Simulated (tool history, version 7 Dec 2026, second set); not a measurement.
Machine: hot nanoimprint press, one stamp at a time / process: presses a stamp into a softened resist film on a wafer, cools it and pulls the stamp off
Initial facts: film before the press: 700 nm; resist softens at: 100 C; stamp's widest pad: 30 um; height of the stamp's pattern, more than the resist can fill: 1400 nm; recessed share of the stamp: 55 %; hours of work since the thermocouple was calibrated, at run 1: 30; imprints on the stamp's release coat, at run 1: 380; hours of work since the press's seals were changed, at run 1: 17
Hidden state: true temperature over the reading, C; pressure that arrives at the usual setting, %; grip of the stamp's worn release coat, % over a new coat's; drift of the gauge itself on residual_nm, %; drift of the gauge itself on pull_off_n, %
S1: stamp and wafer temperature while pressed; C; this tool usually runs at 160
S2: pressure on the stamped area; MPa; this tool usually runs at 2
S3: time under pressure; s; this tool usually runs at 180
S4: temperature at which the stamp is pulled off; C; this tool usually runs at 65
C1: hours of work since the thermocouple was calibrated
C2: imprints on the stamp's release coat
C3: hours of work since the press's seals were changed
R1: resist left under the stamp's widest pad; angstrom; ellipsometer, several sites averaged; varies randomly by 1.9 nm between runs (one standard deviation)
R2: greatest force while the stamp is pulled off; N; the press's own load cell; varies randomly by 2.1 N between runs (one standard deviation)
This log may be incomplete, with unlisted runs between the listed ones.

run	hour	S1	S2	S3	S4	C1	C2	C3	R1	R2
1	0	160	2	180	65	30	380	17	3088	211
2	13.3	160	2	180	65	40	421	27	3094	211
3	23.4	151	2	180	65	47	452	34	4760	213
4	30.8	160	1.21	180	65	53	475	40	3979	215
5	42.1	160	2	261	65	61	509	48	2688	216
6	53.8	164	2	180	65	70	545	57	2537	221
# hour 57.8: plate thermocouple calibrated
7	70.2	164	2	180	65	9	586	66	2556	220
8	80	160	1.69	180	65	16	617	74	3437	219
9	86.4	167	1.91	267	61	21	636	78	1963	235
10	97.1	167	2.52	267	61	29	669	86	1679	238
11	109.6	167	1.32	174	61	38	707	95	2801	239
12	119.2	167	1.32	174	61	45	737	102	2807	242
# hour 128.4: stamp cleaned and given a new release coat
# hour 132.5: plate thermocouple calibrated, once more
13	142.3	160	2	318	65	7	33	112	2484	200
14	152.8	160	2	130	65	15	65	120	3489	202
15	165.6	160	1.98	130	53	24	104	129	3511	243
16	174	155	1.97	180	65	30	130	135	3999	206

Consider 3 possible next runs. They are alternatives, not a sequence: every one starts from the tool as it was left by run 16. What does each give?
A	189.2	154	1.97	180	53	41	177	146	?	?
B	189.2	160	2	295	73	41	177	146	?	?
C	189.2	161	1.97	180	65	41	177	146	?	?

run	R1	R2
A	4197	248
B	2617	174
C	2993	205
Had the tool no hidden state, the same runs would have come out as:
run	R1	R2
A	4100	240
B	2547	168
C	2917	198
